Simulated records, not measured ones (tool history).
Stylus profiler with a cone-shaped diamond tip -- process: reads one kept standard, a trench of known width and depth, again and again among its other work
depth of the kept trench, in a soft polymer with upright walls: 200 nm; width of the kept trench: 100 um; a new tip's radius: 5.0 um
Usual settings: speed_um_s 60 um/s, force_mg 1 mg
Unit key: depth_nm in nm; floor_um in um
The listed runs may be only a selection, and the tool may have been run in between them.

Run 1, hour 0: usual settings. Result: depth_nm 201.15 nm, floor_um 96.4 um.
Run 2, hour 67.4: usual settings. Result: depth_nm 201.14 nm, floor_um 96.44 um.
Run 3, hour 136.1: usual settings. Result: depth_nm 201.1 nm, floor_um 96.36 um.
Run 4, hour 250.9: usual settings. Result: depth_nm 201.28 nm, floor_um 96.32 um.
Run 5, hour 338.2: usual settings. Result: depth_nm 201.18 nm, floor_um 96.35 um.
Run 6, hour 401.5: usual settings but force_mg 1.07 mg. Result: depth_nm 201.37 nm, floor_um 96.34 um.
Run 7, hour 501.4: usual settings but force_mg 1.07 mg. Result: depth_nm 201.3 nm, floor_um 96.29 um.
Run 8, hour 611.4: usual settings but speed_um_s 16 um/s. Result: depth_nm 201.26 nm, floor_um 96.68 um.
Run 9, hour 698.3: usual settings but speed_um_s 106 um/s. Result: depth_nm 201.31 nm, floor_um 95.82 um.
Run 10, hour 822.6: usual settings but speed_um_s 106 um/s. Result: depth_nm 201.31 nm, floor_um 95.71 um.
Run 11, hour 923.1: usual settings but speed_um_s 106 um/s. Result: depth_nm 201.39 nm, floor_um 95.73 um.
Run 12, hour 998.8: usual settings but speed_um_s 106 um/s. Result: depth_nm 201.41 nm, floor_um 95.72 um.
Run 13, hour 1081.8: usual settings but speed_um_s 106 um/s. Result: depth_nm 201.48 nm, floor_um 95.66 um.
At hour 1136.8: height scale calibrated on a step standard.
Run 14, hour 1157.3: usual settings but speed_um_s 106 um/s. Result: depth_nm 201.66 nm, floor_um 95.67 um.
Run 15, hour 1283.4: usual settings but speed_um_s 39 um/s. Result: depth_nm 201.62 nm, floor_um 96.27 um.
Run 16, hour 1352: usual settings but speed_um_s 159 um/s. Result: depth_nm 201.58 nm, floor_um 95.15 um.
At hour 1464: height scale calibrated on a step standard, once more.
Run 17, hour 1464: usual settings but speed_um_s 159 um/s. Result: depth_nm 200.93 nm, floor_um 95.05 um.
Run 18, hour 1592: usual settings but speed_um_s 159 um/s. Result: depth_nm 201.05 nm, floor_um 95.04 um.
Run 19, hour 1644.6: usual settings but speed_um_s 159 um/s. Result: depth_nm 201.03 nm, floor_um 95.02 um.
Run 20, hour 1713.6: usual settings but speed_um_s 159 um/s. Result: depth_nm 201.05 nm, floor_um 95.07 um.
Run 21, hour 1799.6: usual settings but speed_um_s 159 um/s. Result: depth_nm 201.12 nm, floor_um 95.01 um.
Run 22, hour 1925.1: usual settings but force_mg 0.6 mg. Result: depth_nm 200.67 nm, floor_um 95.76 um.
Run 23, hour 2002.5: usual settings but speed_um_s 20 um/s, force_mg 0.54 mg. Result: depth_nm 200.78 nm, floor_um 96.19 um.
Run 24, hour 2122: usual settings but speed_um_s 68 um/s, force_mg 0.41 mg. Result: depth_nm 200.7 nm, floor_um 95.43 um.
Run 25, hour 2180.9: usual settings but speed_um_s 68 um/s, force_mg 0.41 mg. Result: depth_nm 200.68 nm, floor_um 95.45 um.
Run 26, hour 2288: usual settings but speed_um_s 96 um/s, force_mg 0.39 mg. Result: depth_nm 200.71 nm, floor_um 94.92 um.
Run 27, hour 2394.5: usual settings but speed_um_s 27 um/s, force_mg 0.39 mg. Result: depth_nm 200.73 nm, floor_um 96.01 um.
At hour 2500.1: new tip fitted, height scale calibrated.
Run 28, hour 2523.9: usual settings but speed_um_s 27 um/s, force_mg 0.39 mg. Result: depth_nm 200.56 nm, floor_um 96.78 um.
Run 29, hour 2637.7: usual settings but speed_um_s 49 um/s, force_mg 0.51 mg. Result: depth_nm 200.69 nm, floor_um 96.47 um.
Run 30, hour 2763.7: usual settings but speed_um_s 53 um/s, force_mg 0.98 mg. Result: depth_nm 201 nm, floor_um 96.57 um.
Run 31, hour 2875.6: usual settings but speed_um_s 53 um/s, force_mg 0.98 mg. Result: depth_nm 201.14 nm, floor_um 96.56 um.
Run 32, hour 2979.2: usual settings but speed_um_s 53 um/s, force_mg 0.98 mg. Result: depth_nm 201.02 nm, floor_um 96.52 um.
Run 33, hour 3082.3: usual settings but speed_um_s 53 um/s, force_mg 0.98 mg. Result: depth_nm 201.07 nm, floor_um 96.48 um.
Run 34, hour 3162.5: usual settings but speed_um_s 225 um/s, force_mg 0.43 mg. Result: depth_nm 200.71 nm, floor_um 93.72 um.
Run 35, hour 3280.8: usual settings but speed_um_s 29 um/s, force_mg 0.53 mg. Result: depth_nm 200.78 nm, floor_um 96.6 um.
Run 36, hour 3403.4: usual settings but speed_um_s 103 um/s, force_mg 1.69 mg. Result: depth_nm 201.68 nm, floor_um 96.15 um.
Run 37, hour 3464.8: usual settings but speed_um_s 103 um/s, force_mg 1.69 mg. Result: depth_nm 201.67 nm, floor_um 96.12 um.
Run 38, hour 3548.2: usual settings but speed_um_s 103 um/s, force_mg 1.69 mg. Result: depth_nm 201.72 nm, floor_um 96.13 um.
Run 39, hour 3619.7: usual settings but speed_um_s 103 um/s, force_mg 1.69 mg. Result: depth_nm 201.74 nm, floor_um 96.04 um.
Run 40, hour 3708: usual settings but speed_um_s 43 um/s, force_mg 0.57 mg. Result: depth_nm 200.99 nm, floor_um 96.35 um.
Run 41, hour 3798.3: usual settings but speed_um_s 22 um/s, force_mg 0.94 mg. Result: depth_nm 201.33 nm, floor_um 96.62 um.
Run 42, hour 3900.8: usual settings but speed_um_s 213 um/s, force_mg 1.4 mg. Result: depth_nm 201.66 nm, floor_um 95.12 um.
Run 43, hour 3956.1: usual settings but speed_um_s 213 um/s, force_mg 1.4 mg. Result: depth_nm 201.56 nm, floor_um 95.02 um.
Run 44, hour 4033.9: usual settings but speed_um_s 213 um/s, force_mg 1.4 mg. Result: depth_nm 201.64 nm, floor_um 95 um.

Below, each run's measurement less what the same run would have read without the hidden state. Both values contain the same run-to-run variation, but the gauge's scatter may not be the same in both:
The tool's hidden condition here consists of: radius of the tip, um; height scale over the true one, %; drift of the gauge itself on depth_nm, %; drift of the gauge itself on floor_um, %.
run  depth_nm  floor_um
  1     +0.12     -0.22
  2     +0.13     -0.23
  3     +0.15     -0.25
  4     +0.18     -0.28
  5      +0.2     -0.31
  6     +0.21     -0.33
  7     +0.23     -0.36
  8     +0.26     -0.39
  9     +0.27     -0.41
 10      +0.3     -0.44
 11     +0.32     -0.47
 12     +0.34     -0.49
 13     +0.35     -0.51
 14     +0.53     -0.52
 15     +0.55     -0.55
 16     +0.57     -0.57
 17     -0.04      -0.6
 18     -0.02     -0.63
 19        +0     -0.65
 20     +0.02     -0.66
 21     +0.03     -0.68
 22     +0.05     -0.72
 23     +0.07     -0.74
 24      +0.1     -0.76
 25     +0.12     -0.78
 26     +0.13      -0.8
 27     +0.16     -0.83
 28        +0     -0.02
 29     +0.02     -0.06
 30     +0.05     -0.09
 31     +0.07     -0.13
 32      +0.1     -0.15
 33     +0.12     -0.19
 34     +0.13     -0.21
 35     +0.16     -0.24
 36     +0.19     -0.29
 37     +0.19      -0.3
 38     +0.22     -0.32
 39     +0.23     -0.35
 40     +0.25     -0.37
 41     +0.27     -0.39
 42     +0.29     -0.42
 43     +0.31     -0.44
 44     +0.32     -0.45

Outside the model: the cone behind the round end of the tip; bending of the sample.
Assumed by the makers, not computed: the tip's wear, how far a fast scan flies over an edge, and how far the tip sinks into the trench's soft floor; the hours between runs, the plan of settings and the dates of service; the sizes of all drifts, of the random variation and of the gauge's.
